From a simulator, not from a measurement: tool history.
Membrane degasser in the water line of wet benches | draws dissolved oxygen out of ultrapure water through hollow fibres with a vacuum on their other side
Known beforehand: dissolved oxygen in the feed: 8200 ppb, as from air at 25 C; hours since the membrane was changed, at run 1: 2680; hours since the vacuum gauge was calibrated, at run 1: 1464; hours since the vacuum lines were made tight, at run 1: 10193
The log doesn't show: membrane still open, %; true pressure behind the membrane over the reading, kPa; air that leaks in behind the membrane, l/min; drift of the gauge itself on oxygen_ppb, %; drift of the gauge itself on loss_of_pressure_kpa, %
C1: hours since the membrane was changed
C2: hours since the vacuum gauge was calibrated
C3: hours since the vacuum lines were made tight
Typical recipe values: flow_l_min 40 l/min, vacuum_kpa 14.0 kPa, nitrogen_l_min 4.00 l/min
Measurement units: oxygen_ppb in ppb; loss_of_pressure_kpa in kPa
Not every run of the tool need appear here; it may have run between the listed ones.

{"run": 1, "hour": 0.0, "flow_l_min": 40, "vacuum_kpa": 14.0, "nitrogen_l_min": 4.0, "C1": 2680, "C2": 1464, "C3": 10193, "oxygen_ppb": 376.4, "loss_of_pressure_kpa": 66.4}
{"run": 2, "hour": 106.8, "flow_l_min": 40, "vacuum_kpa": 14.0, "nitrogen_l_min": 4.0, "C1": 2786, "C2": 1571, "C3": 10299, "oxygen_ppb": 380.4, "loss_of_pressure_kpa": 66.01}
{"run": 3, "hour": 198.0, "flow_l_min": 40, "vacuum_kpa": 14.0, "nitrogen_l_min": 4.0, "C1": 2878, "C2": 1662, "C3": 10390, "oxygen_ppb": 378.9, "loss_of_pressure_kpa": 66.68}
{"run": 4, "hour": 374.7, "flow_l_min": 40, "vacuum_kpa": 14.0, "nitrogen_l_min": 4.0, "C1": 3054, "C2": 1839, "C3": 10567, "oxygen_ppb": 382.5, "loss_of_pressure_kpa": 66.19}
{"run": 5, "hour": 460.6, "flow_l_min": 40, "vacuum_kpa": 27.6, "nitrogen_l_min": 4.0, "C1": 3140, "C2": 1925, "C3": 10653, "oxygen_ppb": 653.2, "loss_of_pressure_kpa": 66.68}
{"run": 6, "hour": 550.2, "flow_l_min": 40, "vacuum_kpa": 14.0, "nitrogen_l_min": 4.0, "C1": 3230, "C2": 2014, "C3": 10743, "oxygen_ppb": 379.6, "loss_of_pressure_kpa": 66.36}
{"run": 7, "hour": 691.4, "flow_l_min": 40, "vacuum_kpa": 14.0, "nitrogen_l_min": 4.0, "C1": 3371, "C2": 2155, "C3": 10884, "oxygen_ppb": 379.0, "loss_of_pressure_kpa": 66.2}
{"run": 8, "hour": 781.5, "flow_l_min": 33, "vacuum_kpa": 17.4, "nitrogen_l_min": 2.42, "C1": 3461, "C2": 2245, "C3": 10974, "oxygen_ppb": 517.0, "loss_of_pressure_kpa": 55.28}
{"run": 9, "hour": 966.4, "flow_l_min": 40, "vacuum_kpa": 14.2, "nitrogen_l_min": 3.64, "C1": 3646, "C2": 2430, "C3": 11159, "oxygen_ppb": 409.4, "loss_of_pressure_kpa": 66.84}
{"run": 10, "hour": 1083.8, "flow_l_min": 51, "vacuum_kpa": 21.9, "nitrogen_l_min": 4.0, "C1": 3763, "C2": 2548, "C3": 11276, "oxygen_ppb": 703.1, "loss_of_pressure_kpa": 85.34}
{"run": 11, "hour": 1209.3, "flow_l_min": 51, "vacuum_kpa": 21.9, "nitrogen_l_min": 4.0, "C1": 3889, "C2": 2673, "C3": 11402, "oxygen_ppb": 698.8, "loss_of_pressure_kpa": 85.39}
{"run": 12, "hour": 1307.7, "flow_l_min": 39, "vacuum_kpa": 15.0, "nitrogen_l_min": 4.0, "C1": 3987, "C2": 2772, "C3": 11500, "oxygen_ppb": 393.0, "loss_of_pressure_kpa": 65.17}
{"run": 13, "hour": 1458.6, "flow_l_min": 39, "vacuum_kpa": 10.3, "nitrogen_l_min": 1.94, "C1": 4138, "C2": 2923, "C3": 11651, "oxygen_ppb": 428.7, "loss_of_pressure_kpa": 65.32}

Some steps in loss_of_pressure_kpa, run to run, broken into two amounts with sign: the step expected even without the hidden condition (settings, incoming material, random variation), and the rest, left for the hidden condition together with whatever gauge scatter is not in both the measured and the hidden-condition-free result:
Run 9 -> 10: flow_l_min 40 -> 51, vacuum_kpa 14.2 -> 21.9, nitrogen_l_min 3.64 -> 4.00. loss_of_pressure_kpa +18.50 kPa: hidden state +0.15, all else +18.35.
Run 11 -> 12: flow_l_min 51 -> 39, vacuum_kpa 21.9 -> 15.0. loss_of_pressure_kpa -20.22 kPa: hidden state -0.11, all else -20.11.
